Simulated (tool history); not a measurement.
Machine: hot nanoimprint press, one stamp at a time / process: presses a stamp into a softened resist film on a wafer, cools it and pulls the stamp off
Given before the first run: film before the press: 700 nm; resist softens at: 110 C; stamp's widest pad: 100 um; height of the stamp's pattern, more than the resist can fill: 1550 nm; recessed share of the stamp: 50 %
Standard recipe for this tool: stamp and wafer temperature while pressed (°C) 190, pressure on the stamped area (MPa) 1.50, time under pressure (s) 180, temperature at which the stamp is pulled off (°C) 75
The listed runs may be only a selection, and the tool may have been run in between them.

run,day,stamp and wafer temperature while pressed (°C),pressure on the stamped area (MPa),time under pressure (s),temperature at which the stamp is pulled off (°C),resist left under the stamp's widest pad (nm),greatest force while the stamp is pulled off (N)
1,0.000,190,1.50,180,75,265.2,143
2,0.396,190,1.50,180,75,267.0,150
3,0.592,190,1.50,180,69,265.7,168
4,0.862,190,1.50,180,75,267.7,150
5,1.196,190,1.50,180,75,267.1,148
6,1.438,190,1.50,180,75,265.9,144
7,1.708,190,1.50,180,75,268.2,145
8,2.142,190,1.50,180,83,266.2,114
9,2.412,190,1.50,180,83,268.7,120
10,2.775,179,1.50,208,75,347.7,147
11,3.012,190,1.50,103,75,333.0,151
12,3.458,190,1.50,103,75,333.2,151
13,3.792,182,1.50,180,63,336.4,193
14,4.238,182,1.50,180,63,336.1,199
15,4.588,191,1.39,194,63,262.0,192
16,4.854,190,1.50,340,63,205.7,199
17,5.146,190,1.20,156,63,315.7,194
18,5.575,190,1.20,156,63,314.2,202

3 options for the next run, each taken on its own from the tool as it stands now. Forecast them:
# day 5.733: plate thermocouple calibrated
A,5.958,190,1.50,180,69,?,?
# day 5.733: plate thermocouple calibrated
B,5.958,190,1.20,156,65,?,?
# day 5.733: plate thermocouple calibrated
C,5.958,190,1.50,251,75,?,?

run,resist left under the stamp's widest pad (nm),greatest force while the stamp is pulled off (N)
A,265.3,177
B,308.6,187
C,230.1,147
With the hidden condition removed and each run's random variation left untouched, the same runs would have given:
run,resist left under the stamp's widest pad (nm),greatest force while the stamp is pulled off (N)
A,260.1,143
B,303.6,151
C,225.4,118
